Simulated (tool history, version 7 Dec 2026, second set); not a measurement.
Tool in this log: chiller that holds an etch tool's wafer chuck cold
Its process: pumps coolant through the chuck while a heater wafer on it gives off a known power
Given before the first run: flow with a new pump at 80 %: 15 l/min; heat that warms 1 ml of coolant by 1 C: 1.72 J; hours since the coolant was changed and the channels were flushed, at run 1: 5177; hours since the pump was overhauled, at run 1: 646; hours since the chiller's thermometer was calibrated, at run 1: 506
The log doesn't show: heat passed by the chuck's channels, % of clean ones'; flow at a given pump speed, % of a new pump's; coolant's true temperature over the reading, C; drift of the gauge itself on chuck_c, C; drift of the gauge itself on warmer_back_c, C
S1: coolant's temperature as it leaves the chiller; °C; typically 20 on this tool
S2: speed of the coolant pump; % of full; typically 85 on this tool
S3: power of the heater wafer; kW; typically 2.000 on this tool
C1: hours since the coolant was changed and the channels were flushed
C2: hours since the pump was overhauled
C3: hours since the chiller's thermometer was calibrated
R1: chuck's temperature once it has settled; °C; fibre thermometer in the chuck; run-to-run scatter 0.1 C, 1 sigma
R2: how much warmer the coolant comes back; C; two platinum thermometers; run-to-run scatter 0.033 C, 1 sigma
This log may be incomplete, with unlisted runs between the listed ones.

| run | day | S1 | S2 | S3 | C1 | C2 | C3 | R1 | R2 |
|---|---|---|---|---|---|---|---|---|---|
| 1 | 0.000 | 20 | 85 | 2.000 | 5177 | 646 | 506 | 34.8 | 4.35 |
| 2 | 3.438 | 20 | 85 | 2.000 | 5259 | 728 | 589 | 34.7 | 4.43 |
| 3 | 6.879 | 20 | 85 | 2.000 | 5342 | 811 | 672 | 34.7 | 4.36 |
| 4 | 9.650 | 20 | 85 | 2.000 | 5409 | 878 | 738 | 34.9 | 4.51 |
| 5 | 12.850 | 20 | 85 | 2.000 | 5485 | 954 | 815 | 34.8 | 4.39 |
| 6 | 14.550 | 27 | 85 | 2.000 | 5526 | 995 | 856 | 41.7 | 4.41 |
| 7 | 17.642 | 27 | 85 | 2.000 | 5600 | 1069 | 930 | 41.8 | 4.46 |
| 8 | 20.088 | 13 | 85 | 2.265 | 5659 | 1128 | 989 | 29.7 | 5.01 |
| 9 | 22.446 | 12 | 62 | 2.263 | 5716 | 1185 | 1045 | 34.9 | 7.11 |
| 10 | 24.704 | 21 | 84 | 1.339 | 5770 | 1239 | 1099 | 31.1 | 3.00 |
| 11 | 26.488 | 24 | 84 | 1.586 | 5813 | 1282 | 1142 | 35.9 | 3.56 |
| 12 | 29.408 | 11 | 68 | 1.228 | 5883 | 1352 | 1212 | 22.5 | 3.48 |
| 13 | 31.567 | 20 | 99 | 2.000 | 5935 | 1404 | 1264 | 32.9 | 3.77 |
| 14 | 34.454 | 20 | 99 | 2.000 | 6004 | 1473 | 1333 | 32.8 | 3.79 |

Alternative continuations, all from the tool just after run 14; predict every row:
| A | 37.038 | 20 | 99 | 2.833 | 6066 | 1535 | 1395 | ? | ? |
| B | 37.038 | 11 | 86 | 1.422 | 6066 | 1535 | 1395 | ? | ? |
| C | 37.038 | 20 | 97 | 2.000 | 6066 | 1535 | 1395 | ? | ? |
| D | 37.038 | 29 | 62 | 1.269 | 6066 | 1535 | 1395 | ? | ? |
| E | 37.038 | 28 | 98 | 1.762 | 6066 | 1535 | 1395 | ? | ? |

| run | R1 | R2 |
|---|---|---|
| A | 38.1 | 5.34 |
| B | 21.5 | 3.16 |
| C | 32.9 | 3.80 |
| D | 42.0 | 4.03 |
| E | 39.5 | 3.39 |
Stripped of hidden state, with their random variation kept, the same runs would have yielded:
| run | R1 | R2 |
|---|---|---|
| A | 36.6 | 5.18 |
| B | 20.7 | 3.07 |
| C | 31.8 | 3.69 |
| D | 41.0 | 3.91 |
| E | 38.6 | 3.30 |
